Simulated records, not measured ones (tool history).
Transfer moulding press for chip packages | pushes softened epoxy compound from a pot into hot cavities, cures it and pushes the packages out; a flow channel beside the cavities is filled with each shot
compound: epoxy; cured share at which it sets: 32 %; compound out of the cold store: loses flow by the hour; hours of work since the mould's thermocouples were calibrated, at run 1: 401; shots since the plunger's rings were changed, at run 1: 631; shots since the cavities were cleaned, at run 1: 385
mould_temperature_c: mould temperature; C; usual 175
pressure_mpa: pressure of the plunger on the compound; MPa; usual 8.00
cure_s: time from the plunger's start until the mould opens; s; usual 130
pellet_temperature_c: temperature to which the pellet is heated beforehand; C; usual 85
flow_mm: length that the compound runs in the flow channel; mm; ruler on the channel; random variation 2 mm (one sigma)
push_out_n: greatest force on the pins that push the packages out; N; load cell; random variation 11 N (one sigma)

run   hour  mould_temperature_c  pressure_mpa  cure_s  pellet_temperature_c  hours of work since the mould's thermocouples were calibrated  shots since the plunger's rings were changed  shots since the cavities were cleaned  incoming compound's hours out of the cold store  flow_mm  push_out_n
  1    0.0                  175          8.00     130                    85                                                            401                                           631                                    385                                             18.6      658         770
  2   15.8                  175          8.00     115                    85                                                            411                                           780                                    534                                             35.9      605         970
  3   32.9                  175          8.00     130                    85                                                            422                                           940                                    694                                             12.2      672         844
  4   50.9                  175          8.00     130                    85                                                            433                                          1109                                    863                                             10.5      681         897
  5   62.8                  175          8.00     130                    85                                                            441                                          1221                                    975                                             21.3      644         917
      75.0  -- cavities cleaned with cleaning compound and waxed
  6   80.0                  173          8.00     130                    85                                                            451                                          1369                                     47                                             22.0      647         657
  7   93.6                  173          8.00     130                    85                                                            459                                          1497                                    175                                             25.7      634         777
  8  111.6                  174          8.00     130                    85                                                            471                                          1666                                    344                                             32.3      612         833
  9  122.2                  168          8.00     130                    85                                                            477                                          1766                                    444                                             21.8      660        1351
 10  137.3                  168          8.00     130                    85                                                            487                                          1908                                    586                                             29.9      636        1400
 11  149.3                  168          8.00     130                    85                                                            495                                          2021                                    699                                              9.6      696        1550
 12  161.9                  168          8.00     130                    85                                                            503                                          2139                                    817                                             21.0      659        1474
 13  169.8                  175          8.00     130                    85                                                            508                                          2213                                    891                                             32.0      601         880
 14  178.6                  175          8.00     130                    85                                                            513                                          2296                                    974                                             22.3      631         905
     190.2  -- cavities cleaned with cleaning compound and waxed
 15  197.7                  173          8.00     130                    85                                                            524                                          2462                                     71                                             35.1      600         640
 16  213.3                  173          8.00     130                    85                                                            534                                          2608                                    217                                             12.2      664         817
 17  220.8                  173          8.00     147                    95                                                            539                                          2678                                    287                                             10.8      670         706
 18  235.4                  173          6.27     153                    92                                                            548                                          2816                                    425                                             47.5      497         717
 19  244.5                  173          6.27     153                    92                                                            554                                          2901                                    510                                             35.0      525         748
 20  254.6                  173          6.27     153                    92                                                            560                                          2996                                    605                                             10.0      593         746
 21  265.7                  173          8.00     130                    85                                                            568                                          3100                                    709                                             45.9      565         960
 22  283.4                  175          8.00     134                    85                                                            579                                          3266                                    875                                             27.0      606         864
 23  301.5                  175          7.56     131                    85                                                            590                                          3437                                   1046                                             42.8      549         832
     305.6  -- cavities cleaned with cleaning compound and waxed
 24  310.6                  175          9.26     168                    85                                                            595                                          3508                                     47                                              9.8      708         480
 25  323.7                  173          6.28     138                    85                                                            603                                          3632                                    171                                             35.6      523         683
 26  336.3                  177          6.28     110                    85                                                            611                                          3749                                    288                                             22.6      538         872
 27  348.9                  175          7.61     125                    85                                                            619                                          3869                                    408                                             42.8      548         819

What does the tool deliver on the next run?
 28  365.6                  175          8.00     130                    90                                                            630                                          4025                                    564                                             32.0        ?           ?

flow_mm: 587 mm
push_out_n: 814 N
On a tool with no hidden condition, and with the same random variation, this run would have come out at flow_mm 623 mm, push_out_n 523 N.
